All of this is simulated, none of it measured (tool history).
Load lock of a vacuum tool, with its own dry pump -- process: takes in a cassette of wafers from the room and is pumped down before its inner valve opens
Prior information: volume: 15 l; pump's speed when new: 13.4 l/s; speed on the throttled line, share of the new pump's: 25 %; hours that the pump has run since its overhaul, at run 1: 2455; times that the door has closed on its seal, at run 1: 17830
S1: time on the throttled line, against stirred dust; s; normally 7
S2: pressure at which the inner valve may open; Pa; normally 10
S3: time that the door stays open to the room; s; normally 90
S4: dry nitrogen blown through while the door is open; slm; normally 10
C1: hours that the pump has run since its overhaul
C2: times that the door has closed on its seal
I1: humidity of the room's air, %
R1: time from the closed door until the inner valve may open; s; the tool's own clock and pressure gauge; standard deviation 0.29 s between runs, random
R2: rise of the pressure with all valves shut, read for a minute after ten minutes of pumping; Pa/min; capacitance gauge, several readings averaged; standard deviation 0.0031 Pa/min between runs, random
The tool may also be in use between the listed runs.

run,hour,S1,S2,S3,S4,C1,C2,I1,R1,R2
1,0,7,10,90,10,2455,17830,46.1,15.7,0.22
2,191.2,7,10,90,10,2646,18676,44.7,16.2,0.224
3,334.9,7,10,90,10,2790,19312,43,16.2,0.235
4,496.6,7,10,90,10,2951,20027,41.4,16,0.239
5,707.5,7,10,90,10,3162,20960,48.2,16.1,0.264
6,861.5,7,10,90,10,3316,21642,48.4,16,0.272
7,1046.1,7,10,33,10,3501,22459,44.2,15.8,0.245
8,1246.6,7,10,33,10,3701,23346,46.1,16.6,0.26
9,1390.3,7,10,90,28,3845,23982,47.2,16.1,0.272
10,1643.4,7,15,90,10,4098,25102,43.3,16,0.31
11,1771.2,7,15,90,10,4226,25667,46,15.6,0.327
12,1949.6,4,9,103,36,4404,26456,47.7,13.6,0.304
13,2095.8,14,8,90,13,4551,27103,45.4,21.6,0.346
14,2357.8,6,10,90,8,4813,28263,45.1,15.6,0.379
15,2594.4,6,10,90,8,5049,29310,47.8,15.7,0.406
16,2847.6,13,10,90,19,5302,30430,43.4,20.7,0.394

For run 17, what comes out?
17,2975.1,13,10,62,19,5430,30994,42.3,?,?

For run 17 the tool returned R1 20.8 s, R2 0.391 Pa/min.
With the hidden condition absent and the run-to-run variation left alone, this run would have shown R1 20.2 s, R2 0.04 Pa/min.

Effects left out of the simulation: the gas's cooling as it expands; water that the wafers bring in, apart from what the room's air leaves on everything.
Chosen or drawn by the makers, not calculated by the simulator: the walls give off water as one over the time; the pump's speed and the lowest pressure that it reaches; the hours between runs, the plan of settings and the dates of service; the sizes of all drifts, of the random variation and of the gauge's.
